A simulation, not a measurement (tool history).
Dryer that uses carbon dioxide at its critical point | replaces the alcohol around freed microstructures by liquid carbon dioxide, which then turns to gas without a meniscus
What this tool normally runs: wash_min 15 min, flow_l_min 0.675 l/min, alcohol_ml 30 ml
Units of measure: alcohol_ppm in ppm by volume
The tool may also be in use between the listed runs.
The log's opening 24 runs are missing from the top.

run	hour	wash_min	flow_l_min	alcohol_ml	alcohol_ppm
25	467.3	16	0.465	30	808
26	481.2	17	0.455	27	708
27	494.1	16	1.038	43	77
28	510.4	22	0.906	33	55
29	527.8	22	0.906	33	57
30	546	21	0.521	30	263
31	571.8	12	0.999	22	133
32	593.1	12	0.999	22	148
33	615	12	0.999	22	147
34	640.3	17	0.472	90	2260
35	654.1	17	0.766	37	167
36	675.5	20	0.766	37	105
37	689.9	20	0.766	37	118
38	705.8	15	0.881	97	350
39	719.6	15	0.881	97	353
40	743.5	12	0.613	70	2347

3 ways to go on from here, each from the tool as it stands after run 40. What would each give?
A	768.1	23	0.624	30	?
B	768.1	19	0.93	113	?
C	768.1	10	0.613	70	?

run	alcohol_ppm
A	143
B	136
C	3579
Had the tool no hidden state, the same runs would have come out as:
run	alcohol_ppm
A	54
B	44
C	2893
